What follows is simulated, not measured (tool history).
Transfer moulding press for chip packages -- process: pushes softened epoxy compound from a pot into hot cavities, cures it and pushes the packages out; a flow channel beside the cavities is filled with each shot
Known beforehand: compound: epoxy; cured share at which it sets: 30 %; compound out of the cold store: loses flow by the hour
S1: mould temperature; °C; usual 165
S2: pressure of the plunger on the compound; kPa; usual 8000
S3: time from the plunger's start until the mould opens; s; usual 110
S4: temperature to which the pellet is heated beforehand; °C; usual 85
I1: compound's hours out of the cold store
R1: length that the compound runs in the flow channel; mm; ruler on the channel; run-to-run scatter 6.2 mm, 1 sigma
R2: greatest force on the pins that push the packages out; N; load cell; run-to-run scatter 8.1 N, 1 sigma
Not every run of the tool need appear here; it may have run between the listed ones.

run     day   S1    S2   S3  S4    I1   R1   R2
  1       0  165  8000  110  85  42.4  679  343
      0.854  -- cavities cleaned with cleaning compound and waxed
  2   1.829  165  8000  110  85  25.2  734  332
      4.108  -- cavities cleaned with cleaning compound and waxed
  3   4.108  165  8000  110  95  13.4  762  347
  4   5.871  165  8000  110  95    26  723  348
      7.333  -- cavities cleaned with cleaning compound and waxed
  5   9.592  165  8000  110  95  40.8  671  351
     10.617  -- cavities cleaned with cleaning compound and waxed
  6  12.946  165  8000  110  95  46.1  666  349
     13.742  -- cavities cleaned with cleaning compound and waxed
  7  15.471  165  8000  110  95    40  676  340
     16.946  -- cavities cleaned with cleaning compound and waxed
  8  18.821  165  8000  110  95   9.1  770  353
     20.025  -- cavities cleaned with cleaning compound and waxed
  9  21.033  165  8000  110  95  41.3  682  335
     23.279  -- cavities cleaned with cleaning compound and waxed
     23.596  -- plunger's sealing rings changed
 10  24.754  165  8000  110  88   8.7  773  372
     26.533  -- cavities cleaned with cleaning compound and waxed
 11  27.996  165  8510  110  88  42.7  700  338
     29.838  -- cavities cleaned with cleaning compound and waxed
 12  31.004  159  8510  130  88  10.7  809  342
     32.896  -- cavities cleaned with cleaning compound and waxed
 13  33.258  165  8000  137  85    30  702  312
 14      35  165  8000  137  85  46.1  672  297
       36.1  -- cavities cleaned with cleaning compound and waxed
 15  37.271  165  8080   91  85  22.2  732  459
     39.342  -- cavities cleaned with cleaning compound and waxed
 16  40.433  165  8220   91  94   9.2  772  473
     42.588  -- cavities cleaned with cleaning compound and waxed
 17  43.208  165  8220   91  94  26.9  726  465

Alternative continuations, all from the tool just after run 17; predict every row:
  A  44.971  165  6170  110  85  10.6   ?   ?
  B  44.971  173  8770   91  94  39.5   ?   ?
  C  44.971  170  8800  110  85  20.3   ?   ?
  D  44.971  169  8220  100  87  11.7   ?   ?

run   R1   R2
  A  685  369
  B  691  327
  C  756  323
  D  771  330
Without the tool's hidden state the same runs would have given:
run   R1   R2
  A  685  364
  B  692  323
  C  757  318
  D  771  325
